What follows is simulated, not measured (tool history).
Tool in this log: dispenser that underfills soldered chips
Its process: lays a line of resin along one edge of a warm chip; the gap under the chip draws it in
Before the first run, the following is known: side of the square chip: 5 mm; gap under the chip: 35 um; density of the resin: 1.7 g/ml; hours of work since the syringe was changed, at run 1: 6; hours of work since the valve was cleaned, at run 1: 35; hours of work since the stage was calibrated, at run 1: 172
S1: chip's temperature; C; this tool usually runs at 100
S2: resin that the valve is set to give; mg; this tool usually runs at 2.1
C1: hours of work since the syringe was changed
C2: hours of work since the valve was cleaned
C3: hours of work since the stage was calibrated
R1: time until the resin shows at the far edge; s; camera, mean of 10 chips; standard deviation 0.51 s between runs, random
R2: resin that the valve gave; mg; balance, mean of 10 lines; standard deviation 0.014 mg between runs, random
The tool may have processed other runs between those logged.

{"run": 1, "hour": 0.0, "S1": 100, "S2": 2.1, "C1": 6, "C2": 35, "C3": 172, "R1": 64.7, "R2": 2.08}
{"hour": 1.2, "done": "new syringe of resin"}
{"run": 2, "hour": 7.4, "S1": 100, "S2": 2.1, "C1": 4, "C2": 40, "C3": 177, "R1": 58.9, "R2": 2.07}
{"hour": 10.6, "done": "new syringe of resin"}
{"run": 3, "hour": 14.3, "S1": 100, "S2": 2.1, "C1": 3, "C2": 45, "C3": 182, "R1": 49.9, "R2": 2.08}
{"hour": 20.3, "done": "new syringe of resin"}
{"run": 4, "hour": 21.3, "S1": 100, "S2": 2.1, "C1": 1, "C2": 49, "C3": 187, "R1": 43.8, "R2": 2.05}
{"run": 5, "hour": 27.1, "S1": 100, "S2": 2.1, "C1": 5, "C2": 54, "C3": 191, "R1": 59.1, "R2": 2.05}
{"hour": 29.6, "done": "new syringe of resin"}
{"run": 6, "hour": 35.6, "S1": 100, "S2": 2.1, "C1": 4, "C2": 59, "C3": 197, "R1": 56.7, "R2": 2.04}
{"hour": 39.1, "done": "new syringe of resin"}
{"run": 7, "hour": 39.9, "S1": 110, "S2": 1.8, "C1": 1, "C2": 62, "C3": 199, "R1": 34.6, "R2": 1.78}
{"run": 8, "hour": 43.4, "S1": 92, "S2": 2.43, "C1": 3, "C2": 65, "C3": 202, "R1": 62.7, "R2": 2.36}
{"hour": 48.5, "done": "new syringe of resin"}
{"run": 9, "hour": 50.0, "S1": 86, "S2": 2.1, "C1": 1, "C2": 69, "C3": 207, "R1": 65.6, "R2": 2.04}
{"run": 10, "hour": 55.1, "S1": 86, "S2": 2.1, "C1": 5, "C2": 73, "C3": 210, "R1": 88.1, "R2": 2.03}
{"hour": 57.8, "done": "new syringe of resin"}
{"run": 11, "hour": 61.2, "S1": 86, "S2": 2.1, "C1": 2, "C2": 77, "C3": 214, "R1": 71.6, "R2": 2.03}
{"run": 12, "hour": 64.6, "S1": 100, "S2": 1.82, "C1": 5, "C2": 80, "C3": 217, "R1": 61.6, "R2": 1.76}

3 options for the next run, each taken on its own from the tool as it stands now. Forecast them:
{"hour": 67.3, "done": "new syringe of resin"}
{"run": "A", "hour": 70.7, "S1": 113, "S2": 2.36, "C1": 2, "C2": 84, "C3": 221, "R1": "?", "R2": "?"}
{"hour": 67.3, "done": "new syringe of resin"}
{"run": "B", "hour": 70.7, "S1": 90, "S2": 2.36, "C1": 2, "C2": 84, "C3": 221, "R1": "?", "R2": "?"}
{"hour": 67.3, "done": "new syringe of resin"}
{"run": "C", "hour": 70.7, "S1": 91, "S2": 2.22, "C1": 2, "C2": 84, "C3": 221, "R1": "?", "R2": "?"}

run=A R1=34.9 R2=2.28
run=B R1=63.3 R2=2.26
run=C R1=62.6 R2=2.13
Without the tool's hidden state the same runs would have given:
run=A R1=29.4 R2=2.37
run=B R1=53.4 R2=2.35
run=C R1=52.8 R2=2.21

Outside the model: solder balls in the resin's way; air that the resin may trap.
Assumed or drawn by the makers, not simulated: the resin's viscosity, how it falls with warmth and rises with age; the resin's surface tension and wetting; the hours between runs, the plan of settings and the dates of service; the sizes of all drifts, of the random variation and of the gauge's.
